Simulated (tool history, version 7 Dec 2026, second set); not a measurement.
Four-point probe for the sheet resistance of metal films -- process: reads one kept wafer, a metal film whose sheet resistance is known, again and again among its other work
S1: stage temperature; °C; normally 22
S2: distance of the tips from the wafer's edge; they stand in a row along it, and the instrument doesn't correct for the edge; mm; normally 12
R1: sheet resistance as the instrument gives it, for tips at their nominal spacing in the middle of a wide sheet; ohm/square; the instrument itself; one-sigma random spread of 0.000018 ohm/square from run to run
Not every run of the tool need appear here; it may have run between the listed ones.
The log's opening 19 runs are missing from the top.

run,hour,S1,S2,R1
20,1112,20,30,0.091466
21,1154,25,30,0.091535
22,1233.8,35,12,0.091682
23,1306.6,35,12,0.091691
24,1380.8,26,62,0.091567
25,1415,25,37,0.091568
26,1451.9,29,3,0.092969
27,1503.3,24,5,0.092064
28,1561.9,33,49,0.09166

The next listed run, before its measurement:
29,1628.8,26,33,?

R1: 0.091684 ohm/square
Were there no unlogged condition in the tool, this run, its random variation unchanged, would have produced R1 0.090975 ohm/square.

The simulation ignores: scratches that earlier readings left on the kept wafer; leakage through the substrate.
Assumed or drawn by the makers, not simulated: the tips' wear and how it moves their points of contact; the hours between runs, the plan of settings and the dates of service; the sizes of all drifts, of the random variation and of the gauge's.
